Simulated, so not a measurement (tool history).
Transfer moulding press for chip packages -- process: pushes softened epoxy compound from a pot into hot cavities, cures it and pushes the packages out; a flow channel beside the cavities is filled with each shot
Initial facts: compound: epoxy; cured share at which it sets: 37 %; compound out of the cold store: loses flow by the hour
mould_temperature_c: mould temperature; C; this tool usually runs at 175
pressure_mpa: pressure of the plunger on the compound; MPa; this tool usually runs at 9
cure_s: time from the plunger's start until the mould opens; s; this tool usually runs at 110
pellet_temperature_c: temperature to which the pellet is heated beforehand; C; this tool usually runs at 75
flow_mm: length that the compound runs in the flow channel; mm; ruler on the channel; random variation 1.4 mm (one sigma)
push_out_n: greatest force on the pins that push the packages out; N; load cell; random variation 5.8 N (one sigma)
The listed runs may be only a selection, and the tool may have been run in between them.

run,day,mould_temperature_c,pressure_mpa,cure_s,pellet_temperature_c,incoming compound's hours out of the cold store,flow_mm,push_out_n
1,0.000,175,9,110,75,27.1,687,327
2,0.796,175,9,110,75,33.0,666,359
3,1.867,175,9,110,75,39.6,648,382
# day 2.000: cavities cleaned with cleaning compound and waxed
4,3.067,175,9,110,75,37.1,651,434
5,3.900,175,9,110,75,34.3,660,447
# day 4.708: cavities cleaned with cleaning compound and waxed
6,4.850,175,9,110,75,39.8,644,297
7,5.733,175,9,110,75,13.8,720,373
8,6.512,175,9,110,75,46.9,624,363
9,7.154,175,9,110,76,29.2,672,398
# day 7.367: cavities cleaned with cleaning compound and waxed
# day 8.133: cavities cleaned with cleaning compound and waxed, once more
10,8.367,173,9,110,76,9.4,735,378
11,9.492,173,9,110,76,36.8,650,406

The next listed run, before its measurement:
# day 10.025: plunger's sealing rings changed
12,10.312,173,9,110,76,24.9,?,?

flow_mm: 713 mm
push_out_n: 440 N
With the hidden condition absent and the run-to-run variation left alone, this run would have shown flow_mm 713 mm, push_out_n 311 N.

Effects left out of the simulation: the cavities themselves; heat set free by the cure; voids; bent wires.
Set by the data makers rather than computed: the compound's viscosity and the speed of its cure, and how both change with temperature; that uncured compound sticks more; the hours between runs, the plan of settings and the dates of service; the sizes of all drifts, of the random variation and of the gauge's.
